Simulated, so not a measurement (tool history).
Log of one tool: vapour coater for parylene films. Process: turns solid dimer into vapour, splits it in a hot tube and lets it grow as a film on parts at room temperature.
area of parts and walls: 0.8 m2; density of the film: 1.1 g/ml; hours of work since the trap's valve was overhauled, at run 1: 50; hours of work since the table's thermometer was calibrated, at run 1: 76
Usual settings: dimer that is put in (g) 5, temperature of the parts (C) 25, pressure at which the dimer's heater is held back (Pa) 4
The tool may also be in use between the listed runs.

| run | hour | dimer that is put in (g) | temperature of the parts (C) | pressure at which the dimer's heater is held back (Pa) | hours of work since the trap's valve was overhauled | hours of work since the table's thermometer was calibrated | thickness of the film (nm) |
|---|---|---|---|---|---|---|---|
| 1 | 0 | 5 | 25 | 4 | 50 | 76 | 3134 |
| 2 | 8.4 | 5 | 32 | 4 | 55 | 81 | 2339 |
| 3 | 20.5 | 5 | 32 | 4 | 62 | 88 | 2342 |
| 4 | 40.5 | 5 | 25 | 4 | 74 | 100 | 3120 |
| 5 | 51.1 | 5 | 25 | 4 | 80 | 106 | 3126 |
| 6 | 62.3 | 4 | 25 | 4 | 87 | 113 | 2505 |
| 7 | 80.8 | 4 | 25 | 4 | 98 | 124 | 2503 |

Run 8 comes next. What will it give?
| 8 | 94.9 | 7 | 31 | 8.43 | 106 | 133 | ? |

thickness of the film (nm): 3135
Without the tool's hidden state the same run would have given thickness of the film (nm) 3136.
